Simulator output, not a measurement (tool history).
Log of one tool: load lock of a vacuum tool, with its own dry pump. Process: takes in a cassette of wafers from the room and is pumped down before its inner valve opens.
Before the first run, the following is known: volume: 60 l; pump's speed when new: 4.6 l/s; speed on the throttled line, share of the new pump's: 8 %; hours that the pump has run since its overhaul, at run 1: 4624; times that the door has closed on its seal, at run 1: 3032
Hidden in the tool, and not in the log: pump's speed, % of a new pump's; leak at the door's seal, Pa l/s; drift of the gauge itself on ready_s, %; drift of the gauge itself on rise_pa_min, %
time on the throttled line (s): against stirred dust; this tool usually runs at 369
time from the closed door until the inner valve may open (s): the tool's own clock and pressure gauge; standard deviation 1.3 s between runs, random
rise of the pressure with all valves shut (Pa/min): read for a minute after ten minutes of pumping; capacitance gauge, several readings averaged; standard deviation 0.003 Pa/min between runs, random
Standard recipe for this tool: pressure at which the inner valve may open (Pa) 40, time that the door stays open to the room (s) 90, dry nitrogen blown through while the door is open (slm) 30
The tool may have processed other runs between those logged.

run      day  time on the throttled line (s)  pressure at which the inner valve may open (Pa)  time that the door stays open to the room (s)  dry nitrogen blown through while the door is open (slm)  hours that the pump has run since its overhaul  times that the door has closed on its seal  incoming humidity of the room's air, %  time from the closed door until the inner valve may open (s)  rise of the pressure with all valves shut (Pa/min)
  1    0.000                             369                                               40                                             90                                                       30                                            4624                                        3032                                    43.0                                                         440.5                                               0.030
  2    2.529                             369                                               40                                             90                                                       30                                            4685                                        3136                                    47.6                                                         443.0                                               0.027
  3    6.808                             369                                               40                                             90                                                       30                                            4787                                        3313                                    42.3                                                         443.0                                               0.029
  4   11.150                             369                                               40                                             90                                                       30                                            4892                                        3492                                    45.3                                                         443.0                                               0.030
  5   15.842                             369                                               40                                             90                                                       30                                            5004                                        3686                                    42.0                                                         443.8                                               0.031
  6   19.567                             369                                               40                                             90                                                       30                                            5094                                        3840                                    51.2                                                         443.0                                               0.029
  7   23.267                             369                                               40                                             90                                                       30                                            5182                                        3992                                    47.5                                                         445.6                                               0.036
  8   27.367                             369                                               40                                             90                                                       30                                            5281                                        4161                                    46.3                                                         443.7                                               0.028
  9   31.329                             369                                               40                                             90                                                       30                                            5376                                        4325                                    44.6                                                         445.7                                               0.038
 10   35.217                             369                                               40                                             90                                                       20                                            5469                                        4486                                    46.4                                                         442.6                                               0.045
 11   37.696                             369                                               40                                             90                                                       20                                            5529                                        4588                                    45.0                                                         442.8                                               0.038
 12   43.112                             369                                               40                                             90                                                       20                                            5659                                        4811                                    46.2                                                         443.5                                               0.040
 13   47.275                             651                                               40                                             90                                                       30                                            5759                                        4983                                    42.4                                                         703.2                                               0.034
 14   52.150                             651                                               40                                             90                                                       30                                            5876                                        5184                                    41.4                                                         702.9                                               0.033
 15   57.029                             651                                               40                                             90                                                       30                                            5993                                        5386                                    45.0                                                         700.0                                               0.037
 16   60.054                             651                                               40                                             90                                                       30                                            6065                                        5511                                    45.1                                                         702.2                                               0.034
 17   63.596                             651                                               40                                             90                                                       30                                            6150                                        5657                                    42.0                                                         702.2                                               0.031
 18   66.817                             651                                               40                                             90                                                       30                                            6228                                        5790                                    45.6                                                         705.7                                               0.042
 19   72.829                             651                                               33                                             90                                                       17                                            6372                                        6038                                    47.3                                                         704.5                                               0.044
 20   78.921                             217                                               77                                            155                                                        6                                            6518                                        6289                                    45.6                                                         297.8                                               0.055
 21   81.625                             201                                               77                                             92                                                       28                                            6583                                        6401                                    44.7                                                         282.9                                               0.038
 22   85.808                             201                                               77                                             92                                                       28                                            6683                                        6574                                    43.7                                                         282.0                                               0.041
 23   89.575                             201                                               77                                             92                                                       28                                            6774                                        6729                                    41.6                                                         281.8                                               0.042
 24   94.121                             325                                               75                                            119                                                       45                                            6883                                        6917                                    45.7                                                         397.5                                               0.034
 25   97.471                             325                                               75                                            101                                                       45                                            6963                                        7055                                    43.0                                                         396.3                                               0.031
 26  103.192                             325                                               75                                            101                                                       45                                            7101                                        7291                                    48.4                                                         395.2                                               0.039
 27  108.017                             443                                               69                                             37                                                       11                                            7216                                        7490                                    47.4                                                         504.9                                               0.043
 28  110.883                             495                                               40                                             90                                                       20                                            7285                                        7608                                    44.6                                                         561.3                                               0.046
 29  115.596                             495                                               40                                             90                                                       20                                            7398                                        7803                                    47.7                                                         562.3                                               0.049
 30  121.071                             495                                               40                                             32                                                       20                                            7530                                        8029                                    44.3                                                         559.8                                               0.042
 31  125.350                             495                                               40                                             32                                                       20                                            7632                                        8205                                    47.5                                                         560.6                                               0.050
 32  129.362                             195                                               40                                             90                                                       30                                            7729                                        8371                                    48.8                                                         287.6                                               0.045
 33  134.771                             195                                               40                                             90                                                       30                                            7858                                        8594                                    43.6                                                         286.0                                               0.038
 34  140.067                             195                                               40                                            153                                                       44                                            7986                                        8813                                    44.5                                                         287.2                                               0.044
 35  145.979                             195                                               40                                            153                                                       44                                            8128                                        9057                                    44.3                                                         287.8                                               0.044
 36  148.742                             195                                               40                                            153                                                       44                                            8194                                        9171                                    43.1                                                         287.0                                               0.049

Here are 3 independent what-if runs from the current tool condition. What would each one return?
  A  152.838                             516                                               40                                             66                                                       30                                            8292                                        9340                                    41.7                                                             ?                                                   ?
  B  152.838                             195                                               40                                            153                                                       22                                            8292                                        9340                                    44.5                                                             ?                                                   ?
  C  152.838                             195                                               35                                            153                                                       44                                            8292                                        9340                                    45.9                                                             ?                                                   ?

run  time from the closed door until the inner valve may open (s)  rise of the pressure with all valves shut (Pa/min)
  A                                                         580.6                                               0.040
  B                                                         287.6                                               0.056
  C                                                         289.2                                               0.045
Without the tool's unlogged condition, the same runs would have read:
run  time from the closed door until the inner valve may open (s)  rise of the pressure with all valves shut (Pa/min)
  A                                                         575.5                                               0.015
  B                                                         280.3                                               0.032
  C                                                         281.8                                               0.021
